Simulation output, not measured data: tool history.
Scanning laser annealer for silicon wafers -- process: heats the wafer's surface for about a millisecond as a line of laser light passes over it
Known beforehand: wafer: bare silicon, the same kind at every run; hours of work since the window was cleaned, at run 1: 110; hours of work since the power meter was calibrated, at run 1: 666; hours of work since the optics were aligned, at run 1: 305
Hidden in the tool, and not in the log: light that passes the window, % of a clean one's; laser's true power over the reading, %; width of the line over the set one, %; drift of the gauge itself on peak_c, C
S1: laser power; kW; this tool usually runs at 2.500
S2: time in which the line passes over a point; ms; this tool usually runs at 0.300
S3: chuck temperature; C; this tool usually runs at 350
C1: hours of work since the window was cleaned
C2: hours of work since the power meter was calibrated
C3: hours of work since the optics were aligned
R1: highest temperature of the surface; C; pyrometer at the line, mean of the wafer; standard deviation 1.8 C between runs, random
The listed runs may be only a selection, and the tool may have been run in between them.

{"run": 1, "hour": 0.0, "S1": 2.5, "S2": 0.3, "S3": 350, "C1": 110, "C2": 666, "C3": 305, "R1": 1051}
{"run": 2, "hour": 90.8, "S1": 2.5, "S2": 0.3, "S3": 350, "C1": 156, "C2": 712, "C3": 352, "R1": 1047}
{"run": 3, "hour": 135.6, "S1": 2.5, "S2": 0.3, "S3": 350, "C1": 179, "C2": 736, "C3": 375, "R1": 1046}
{"run": 4, "hour": 197.0, "S1": 2.5, "S2": 0.3, "S3": 350, "C1": 211, "C2": 767, "C3": 407, "R1": 1046}
{"run": 5, "hour": 238.1, "S1": 2.5, "S2": 0.3, "S3": 350, "C1": 232, "C2": 788, "C3": 428, "R1": 1046}
{"run": 6, "hour": 277.7, "S1": 2.5, "S2": 0.3, "S3": 350, "C1": 253, "C2": 809, "C3": 448, "R1": 1043}
{"run": 7, "hour": 343.4, "S1": 2.5, "S2": 0.228, "S3": 350, "C1": 287, "C2": 843, "C3": 482, "R1": 954}
{"run": 8, "hour": 426.2, "S1": 2.594, "S2": 0.228, "S3": 350, "C1": 330, "C2": 886, "C3": 525, "R1": 976}
{"run": 9, "hour": 517.8, "S1": 2.221, "S2": 0.3, "S3": 350, "C1": 377, "C2": 933, "C3": 572, "R1": 958}
{"run": 10, "hour": 566.2, "S1": 2.221, "S2": 0.3, "S3": 350, "C1": 402, "C2": 958, "C3": 597, "R1": 956}
{"run": 11, "hour": 606.5, "S1": 2.221, "S2": 0.3, "S3": 350, "C1": 423, "C2": 979, "C3": 618, "R1": 950}
{"hour": 616.6, "done": "window over the wafer cleaned"}
{"run": 12, "hour": 678.4, "S1": 2.443, "S2": 0.3, "S3": 350, "C1": 32, "C2": 1015, "C3": 654, "R1": 1036}
{"run": 13, "hour": 723.0, "S1": 2.62, "S2": 0.3, "S3": 350, "C1": 55, "C2": 1038, "C3": 677, "R1": 1091}
{"run": 14, "hour": 797.4, "S1": 2.5, "S2": 0.3, "S3": 350, "C1": 93, "C2": 1076, "C3": 716, "R1": 1053}
{"run": 15, "hour": 836.2, "S1": 2.5, "S2": 0.3, "S3": 371, "C1": 113, "C2": 1096, "C3": 736, "R1": 1075}
{"run": 16, "hour": 897.2, "S1": 2.237, "S2": 0.3, "S3": 353, "C1": 145, "C2": 1128, "C3": 767, "R1": 972}
{"run": 17, "hour": 978.1, "S1": 2.237, "S2": 0.3, "S3": 353, "C1": 187, "C2": 1169, "C3": 809, "R1": 969}
{"run": 18, "hour": 1054.9, "S1": 2.237, "S2": 0.3, "S3": 353, "C1": 226, "C2": 1209, "C3": 849, "R1": 972}
{"run": 19, "hour": 1115.6, "S1": 2.237, "S2": 0.3, "S3": 353, "C1": 258, "C2": 1240, "C3": 880, "R1": 967}
{"run": 20, "hour": 1163.0, "S1": 2.237, "S2": 0.3, "S3": 353, "C1": 282, "C2": 1265, "C3": 904, "R1": 969}
{"run": 21, "hour": 1243.1, "S1": 2.5, "S2": 0.317, "S3": 350, "C1": 323, "C2": 1306, "C3": 946, "R1": 1061}
{"run": 22, "hour": 1305.6, "S1": 2.672, "S2": 0.371, "S3": 363, "C1": 356, "C2": 1338, "C3": 978, "R1": 1186}
{"run": 23, "hour": 1362.0, "S1": 2.718, "S2": 0.229, "S3": 314, "C1": 385, "C2": 1367, "C3": 1007, "R1": 975}
{"hour": 1441.2, "done": "window over the wafer cleaned"}
{"run": 24, "hour": 1441.2, "S1": 2.414, "S2": 0.254, "S3": 315, "C1": 0, "C2": 1407, "C3": 1047, "R1": 938}
{"run": 25, "hour": 1509.1, "S1": 2.569, "S2": 0.234, "S3": 375, "C1": 35, "C2": 1442, "C3": 1082, "R1": 1017}
{"run": 26, "hour": 1558.5, "S1": 2.25, "S2": 0.37, "S3": 328, "C1": 61, "C2": 1468, "C3": 1107, "R1": 1022}
{"run": 27, "hour": 1636.8, "S1": 2.293, "S2": 0.343, "S3": 351, "C1": 101, "C2": 1508, "C3": 1148, "R1": 1031}
{"run": 28, "hour": 1692.0, "S1": 2.444, "S2": 0.3, "S3": 374, "C1": 129, "C2": 1537, "C3": 1176, "R1": 1057}
{"run": 29, "hour": 1781.1, "S1": 2.319, "S2": 0.228, "S3": 357, "C1": 175, "C2": 1583, "C3": 1222, "R1": 919}

Hidden state or all else? Some run-to-run changes of R1, split into what the settings, what came in and random variation would give without the hidden state, and what is left for the hidden state (with any gauge scatter that isn't in both results):
Run 11 -> 12: S1 2.221 -> 2.443, window over the wafer cleaned. R1 +86 C: hidden state +14, all else +72.
Run 22 -> 23: S1 2.672 -> 2.718, S2 0.371 -> 0.229, S3 363 -> 314. R1 -211 C: hidden state +3, all else -214.
Run 23 -> 24: S1 2.718 -> 2.414, S2 0.229 -> 0.254, S3 314 -> 315, window over the wafer cleaned. R1 -37 C: hidden state +14, all else -51.
Run 28 -> 29: S1 2.444 -> 2.319, S2 0.300 -> 0.228, S3 374 -> 357. R1 -138 C: hidden state +0, all else -138.
